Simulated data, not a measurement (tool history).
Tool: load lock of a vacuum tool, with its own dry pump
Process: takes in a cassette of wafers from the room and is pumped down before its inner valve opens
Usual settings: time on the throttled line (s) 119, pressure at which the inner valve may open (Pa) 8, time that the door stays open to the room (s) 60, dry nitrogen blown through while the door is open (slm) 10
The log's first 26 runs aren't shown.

run,hour,time on the throttled line (s),pressure at which the inner valve may open (Pa),time that the door stays open to the room (s),dry nitrogen blown through while the door is open (slm),hours that the pump has run since its overhaul,times that the door has closed on its seal,"incoming humidity of the room's air, %",time from the closed door until the inner valve may open (s),rise of the pressure with all valves shut (Pa/min)
27,1793.5,94,10,67,10,2749,10156,43.9,242.3,0.094
28,1860.7,100,11,60,32,2817,10303,43.5,243.4,0.079
29,1958,100,11,60,32,2914,10516,43,245.8,0.079
30,2033.3,166,8,154,10,2989,10681,42.7,299.3,0.129
31,2074.1,228,8,154,6,3030,10770,47.5,341.6,0.147
32,2130.5,119,9,60,7,3086,10893,46.5,261.4,0.107
33,2186.8,98,8,60,10,3143,11016,47.1,249.1,0.101
34,2258,98,8,60,10,3214,11172,43,252.4,0.103
35,2332.8,98,11,99,6,3289,11336,45,245,0.126
36,2417.9,220,15,60,11,3374,11522,48.4,329,0.105

Forecast each of these 5 alternatives for the next run:
A,2503.5,119,14,141,5,3459,11709,46.7,?,?
B,2503.5,99,8,34,32,3459,11709,43.9,?,?
C,2503.5,236,15,60,11,3459,11709,44.9,?,?
D,2503.5,119,8,60,5,3459,11709,45,?,?
E,2503.5,159,16,167,11,3459,11709,46.5,?,?

run,time from the closed door until the inner valve may open (s),rise of the pressure with all valves shut (Pa/min)
A,257.2,0.149
B,256.1,0.078
C,338.8,0.106
D,266.8,0.114
E,279.5,0.142
Without the tool's hidden state the same runs would have given:
run,time from the closed door until the inner valve may open (s),rise of the pressure with all valves shut (Pa/min)
A,246.4,0.082
B,243.6,0.011
C,330.5,0.04
D,255.2,0.047
E,270,0.074

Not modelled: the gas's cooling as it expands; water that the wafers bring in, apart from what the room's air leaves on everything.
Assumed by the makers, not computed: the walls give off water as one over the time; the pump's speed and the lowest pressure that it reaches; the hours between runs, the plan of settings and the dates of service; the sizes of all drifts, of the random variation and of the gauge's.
